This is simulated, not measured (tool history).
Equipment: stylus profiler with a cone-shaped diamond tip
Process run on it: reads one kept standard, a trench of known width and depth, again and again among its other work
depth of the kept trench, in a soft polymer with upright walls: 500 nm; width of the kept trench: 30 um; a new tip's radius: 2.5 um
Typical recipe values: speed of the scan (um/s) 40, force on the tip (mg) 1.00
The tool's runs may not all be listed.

run	day	speed of the scan (um/s)	force on the tip (mg)	depth of the trench (Å)	width of the trench's floor (nm)
1	0.000	40	1.00	5048.7	26720
2	0.462	40	1.00	5050.4	26700
3	1.338	40	0.85	5044.9	26660
4	1.892	40	0.85	5043.4	26680
5	2.854	83	1.00	5048.0	26430
6	3.517	83	1.00	5050.1	26430
7	4.233	70	0.43	5030.1	26290
8	4.671	70	0.43	5029.8	26310
9	5.683	19	0.99	5050.0	26810
10	6.704	21	0.73	5044.0	26710
11	7.738	31	0.50	5035.3	26660

4 ways to go on from here, each from the tool as it stands after run 11. What would each give?
A	8.554	40	2.87	?	?
B	8.554	37	1.50	?	?
C	8.554	84	1.60	?	?
D	8.554	11	0.54	?	?

run	depth of the trench (Å)	width of the trench's floor (nm)
A	5092.8	26760
B	5066.0	26780
C	5066.9	26520
D	5033.5	26790
With no hidden state in the tool, these same runs would have given:
run	depth of the trench (Å)	width of the trench's floor (nm)
A	5086.8	26900
B	5060.0	26920
C	5061.0	26660
D	5027.5	26930
